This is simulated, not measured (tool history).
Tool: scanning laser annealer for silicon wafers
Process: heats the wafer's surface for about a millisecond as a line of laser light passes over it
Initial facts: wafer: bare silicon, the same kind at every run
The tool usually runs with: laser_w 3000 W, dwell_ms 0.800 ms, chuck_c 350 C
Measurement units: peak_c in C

run   hour  laser_w  dwell_ms  chuck_c  peak_c
  1    0.0     3000     0.800      350    1070
  2    5.6     3000     0.800      350    1070
  3   10.9     3000     0.800      350    1072
  4   15.3     3000     0.800      350    1070
  5   20.3     3000     0.599      350     974
      23.9  -- laser's power meter calibrated
  6   32.6     3158     0.599      350    1010
  7   41.2     3158     0.599      350    1010
  8   47.0     3158     0.674      350    1050
  9   54.8     3158     0.674      350    1052
      63.8  -- laser's power meter calibrated, once more
 10   63.9     2570     0.606      377     915
 11   72.3     2570     0.606      377     916
 12   78.8     3000     0.663      350    1006
 13   85.2     2852     0.663      350     976
 14   94.2     3022     0.860      378    1130
 15   99.9     3000     0.574      351     963
 16  105.0     2929     0.574      351     949
 17  113.8     3169     0.800      350    1111

What if the next run were any one of these 4? Each begins from the tool's condition after run 17:
  A  119.3     3196     0.800      350       ?
  B  119.3     3224     0.800      361       ?
  C  119.3     2785     0.728      373       ?
  D  119.3     3169     0.800      389       ?

run  peak_c
  A    1118
  B    1138
  C    1009
  D    1151
Stripped of hidden state, with their random variation kept, the same runs would have yielded:
run  peak_c
  A    1146
  B    1166
  C    1033
  D    1179

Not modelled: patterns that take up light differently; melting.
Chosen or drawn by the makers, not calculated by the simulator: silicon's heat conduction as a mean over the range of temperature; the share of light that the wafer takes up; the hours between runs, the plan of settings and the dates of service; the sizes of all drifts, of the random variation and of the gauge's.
